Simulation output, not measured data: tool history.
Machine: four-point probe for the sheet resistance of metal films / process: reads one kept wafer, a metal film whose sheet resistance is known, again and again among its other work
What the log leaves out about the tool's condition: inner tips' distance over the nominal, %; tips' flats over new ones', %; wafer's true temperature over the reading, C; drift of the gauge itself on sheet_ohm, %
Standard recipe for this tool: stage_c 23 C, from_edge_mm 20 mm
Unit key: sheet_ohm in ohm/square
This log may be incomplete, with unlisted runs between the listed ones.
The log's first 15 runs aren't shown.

| run | hour | stage_c | from_edge_mm | touches since the probe head was changed | hours of work since the stage's thermometer was calibrated | sheet_ohm |
|---|---|---|---|---|---|---|
| 16 | 233.3 | 23 | 20 | 21922 | 373 | 0.130037 |
| 17 | 244.2 | 23 | 20 | 22428 | 380 | 0.130016 |
| 18 | 255.6 | 19 | 20 | 22962 | 386 | 0.130357 |
| 19 | 271.9 | 19 | 20 | 23715 | 396 | 0.130344 |
| 20 | 280.7 | 23 | 24 | 24128 | 401 | 0.129973 |
| 21 | 294.6 | 26 | 20 | 24775 | 409 | 0.129783 |
| 22 | 314 | 35 | 44 | 25673 | 420 | 0.129029 |
| 23 | 332.3 | 34 | 20 | 26527 | 431 | 0.129218 |
|  | 334.1 | stage's thermometer calibrated |
| 24 | 351.8 | 30 | 4 | 27410 | 10 | 0.133566 |
| 25 | 365 | 26 | 5 | 28023 | 18 | 0.132361 |
| 26 | 385.7 | 20 | 4 | 28985 | 30 | 0.134291 |
| 27 | 395.9 | 28 | 10 | 29461 | 36 | 0.130173 |
| 28 | 409.2 | 22 | 13 | 30078 | 44 | 0.130339 |
| 29 | 422.4 | 22 | 13 | 30691 | 51 | 0.130374 |
|  | 431 | stage's thermometer calibrated, once more |
| 30 | 434.9 | 23 | 23 | 31248 | 2 | 0.129856 |
| 31 | 453.2 | 23 | 13 | 32100 | 13 | 0.130116 |
| 32 | 468.7 | 23 | 13 | 32822 | 22 | 0.130179 |
| 33 | 480.4 | 23 | 13 | 33364 | 29 | 0.130169 |
| 34 | 499.1 | 24 | 17 | 34237 | 40 | 0.129859 |
| 35 | 509.3 | 29 | 11 | 34707 | 46 | 0.129887 |
| 36 | 519.9 | 29 | 11 | 35203 | 52 | 0.129819 |
| 37 | 530.9 | 29 | 11 | 35713 | 58 | 0.129849 |
| 38 | 551.1 | 23 | 14 | 36655 | 70 | 0.130051 |
| 39 | 563.7 | 31 | 12 | 37241 | 77 | 0.129603 |

3 ways to go on from here, each from the tool as it stands after run 39. What would each give?
| A | 581.3 | 19 | 49 | 38055 | 87 | ? |
| B | 581.3 | 31 | 10 | 38055 | 87 | ? |
| C | 581.3 | 31 | 12 | 38055 | 87 | ? |

| run | sheet_ohm |
|---|---|
| A | 0.130036 |
| B | 0.12985 |
| C | 0.129596 |
With the hidden condition removed and each run's random variation left untouched, the same runs would have given:
| run | sheet_ohm |
|---|---|
| A | 0.130337 |
| B | 0.130151 |
| C | 0.129897 |

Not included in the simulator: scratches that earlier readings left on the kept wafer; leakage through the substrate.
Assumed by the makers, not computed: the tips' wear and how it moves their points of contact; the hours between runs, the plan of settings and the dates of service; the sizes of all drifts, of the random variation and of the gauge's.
